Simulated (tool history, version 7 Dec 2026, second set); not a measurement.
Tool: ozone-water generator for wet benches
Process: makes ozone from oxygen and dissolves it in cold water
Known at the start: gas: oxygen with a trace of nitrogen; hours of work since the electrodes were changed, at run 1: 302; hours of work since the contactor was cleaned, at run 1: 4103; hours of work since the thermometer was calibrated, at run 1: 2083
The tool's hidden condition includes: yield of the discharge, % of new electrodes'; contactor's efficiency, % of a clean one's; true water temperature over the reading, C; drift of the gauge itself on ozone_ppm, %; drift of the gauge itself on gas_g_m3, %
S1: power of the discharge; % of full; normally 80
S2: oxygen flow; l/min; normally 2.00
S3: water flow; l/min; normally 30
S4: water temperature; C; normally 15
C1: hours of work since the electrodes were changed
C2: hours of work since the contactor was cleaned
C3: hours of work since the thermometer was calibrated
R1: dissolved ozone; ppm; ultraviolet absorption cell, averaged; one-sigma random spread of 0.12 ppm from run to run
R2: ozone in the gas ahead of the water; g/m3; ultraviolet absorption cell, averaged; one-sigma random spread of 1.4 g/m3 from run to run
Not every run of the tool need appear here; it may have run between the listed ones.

Run 1, day 0.000: usual settings; C1 302; C2 4103; C3 2083. Result: R1 12.0 ppm, R2 264.4 g/m3.
Run 2, day 0.925: usual settings; C1 324; C2 4125; C3 2105. Result: R1 12.0 ppm, R2 264.2 g/m3.
Run 3, day 2.550: usual settings; C1 361; C2 4162; C3 2142. Result: R1 12.0 ppm, R2 266.3 g/m3.
Run 4, day 3.904: usual settings; C1 392; C2 4193; C3 2173. Result: R1 12.1 ppm, R2 265.5 g/m3.
Run 5, day 5.496: usual settings but S1 79 % of full; C1 429; C2 4230; C3 2210. Result: R1 12.1 ppm, R2 260.0 g/m3.
Run 6, day 6.942: usual settings but S1 79 % of full, S3 34 l/min; C1 462; C2 4263; C3 2243. Result: R1 10.4 ppm, R2 260.9 g/m3.
Run 7, day 7.929: usual settings but S1 79 % of full, S3 34 l/min; C1 485; C2 4286; C3 2266. Result: R1 10.4 ppm, R2 260.2 g/m3.
Run 8, day 9.788: usual settings but S1 79 % of full, S3 34 l/min; C1 528; C2 4329; C3 2309. Result: R1 10.7 ppm, R2 258.4 g/m3.
Run 9, day 10.842: usual settings; C1 552; C2 4353; C3 2333. Result: R1 12.0 ppm, R2 264.1 g/m3.
Run 10, day 12.104: usual settings; C1 581; C2 4382; C3 2362. Result: R1 12.2 ppm, R2 263.9 g/m3.
Run 11, day 12.983: usual settings; C1 601; C2 4402; C3 2382. Result: R1 12.0 ppm, R2 263.4 g/m3.
Run 12, day 14.788: usual settings; C1 643; C2 4444; C3 2424. Result: R1 12.0 ppm, R2 264.2 g/m3.
Run 13, day 16.296: usual settings; C1 677; C2 4478; C3 2458. Result: R1 11.9 ppm, R2 264.3 g/m3.
Run 14, day 17.583: usual settings; C1 707; C2 4508; C3 2488. Result: R1 11.9 ppm, R2 262.1 g/m3.
Run 15, day 19.158: usual settings but S1 68 % of full; C1 743; C2 4544; C3 2524. Result: R1 10.3 ppm, R2 225.6 g/m3.
Run 16, day 20.792: usual settings but S1 68 % of full; C1 781; C2 4582; C3 2562. Result: R1 10.3 ppm, R2 227.3 g/m3.
Run 17, day 22.583: usual settings but S1 68 % of full; C1 822; C2 4623; C3 2603. Result: R1 10.2 ppm, R2 224.9 g/m3.
Run 18, day 23.629: usual settings but S2 3.53 l/min, S4 22 C; C1 846; C2 4647; C3 2627. Result: R1 13.9 ppm, R2 211.6 g/m3.
Run 19, day 25.121: usual settings but S3 42 l/min; C1 880; C2 4681; C3 2661. Result: R1 8.4 ppm, R2 262.6 g/m3.
Run 20, day 26.171: usual settings but S2 3.13 l/min, S3 40 l/min; C1 905; C2 4706; C3 2686. Result: R1 10.8 ppm, R2 219.9 g/m3.
Run 21, day 27.254: usual settings but S1 43 % of full, S2 2.11 l/min, S3 23 l/min, S4 20 C; C1 930; C2 4731; C3 2711. Result: R1 8.5 ppm, R2 144.5 g/m3.
Run 22, day 28.038: usual settings but S1 43 % of full, S2 1.83 l/min, S3 36 l/min, S4 20 C; C1 948; C2 4749; C3 2729. Result: R1 5.3 ppm, R2 152.9 g/m3.
Run 23, day 29.596: usual settings but S2 1.64 l/min; C1 983; C2 4784; C3 2764. Result: R1 10.6 ppm, R2 280.5 g/m3.
Run 24, day 30.900: usual settings but S1 50 % of full, S2 1.37 l/min, S3 40 l/min, S4 20 C; C1 1013; C2 4814; C3 2794. Result: R1 4.7 ppm, R2 197.1 g/m3.
At day 32.346: water thermometer calibrated.
Run 25, day 32.354: usual settings but S1 53 % of full, S2 3.39 l/min, S4 9 C; C1 1046; C2 4847; C3 0. Result: R1 10.5 ppm, R2 144.1 g/m3.
Run 26, day 33.692: usual settings but S1 53 % of full, S2 3.39 l/min, S4 9 C; C1 1077; C2 4878; C3 31. Result: R1 10.5 ppm, R2 145.3 g/m3.
Run 27, day 35.188: usual settings but S1 69 % of full, S2 1.84 l/min; C1 1112; C2 4913; C3 65. Result: R1 10.1 ppm, R2 235.5 g/m3.
Run 28, day 36.542: usual settings but S1 45 % of full, S2 1.37 l/min, S3 21 l/min; C1 1143; C2 4944; C3 97. Result: R1 8.5 ppm, R2 180.3 g/m3.
Run 29, day 38.408: usual settings but S1 45 % of full, S2 1.37 l/min, S3 21 l/min, S4 7 C; C1 1186; C2 4987; C3 139. Result: R1 8.6 ppm, R2 178.4 g/m3.
Run 30, day 40.038: usual settings but S1 48 % of full, S2 1.37 l/min, S3 21 l/min, S4 18 C; C1 1223; C2 5024; C3 177. Result: R1 8.7 ppm, R2 189.8 g/m3.
Run 31, day 41.888: usual settings but S1 83 % of full, S2 3.02 l/min, S3 21 l/min; C1 1266; C2 5067; C3 220. Result: R1 20.0 ppm, R2 227.5 g/m3.
Run 32, day 43.067: usual settings but S1 45 % of full, S2 2.95 l/min, S3 21 l/min; C1 1293; C2 5094; C3 247. Result: R1 11.2 ppm, R2 132.1 g/m3.

Below are 3 alternative next runs, each starting from the tool's condition after run 32. Predict each:
Run A, day 44.938: usual settings but S1 46 % of full, S2 2.95 l/min, S3 21 l/min, S4 10 C; C1 1336; C2 5137; C3 290. Result: R1 ?, R2 ?.
Run B, day 44.938: usual settings but S1 67 % of full, S2 2.65 l/min, S3 19 l/min; C1 1336; C2 5137; C3 290. Result: R1 ?, R2 ?.
Run C, day 44.938: usual settings but S1 63 % of full, S2 1.17 l/min, S3 21 l/min, S4 11 C; C1 1336; C2 5137; C3 290. Result: R1 ?, R2 ?.

run    R1     R2
  A  11.9  134.3
  B  17.1  195.9
  C  10.6  256.9
With the hidden condition removed and each run's random variation left untouched, the same runs would have given:
run    R1     R2
  A  12.5  136.4
  B  18.0  200.6
  C  11.1  262.7
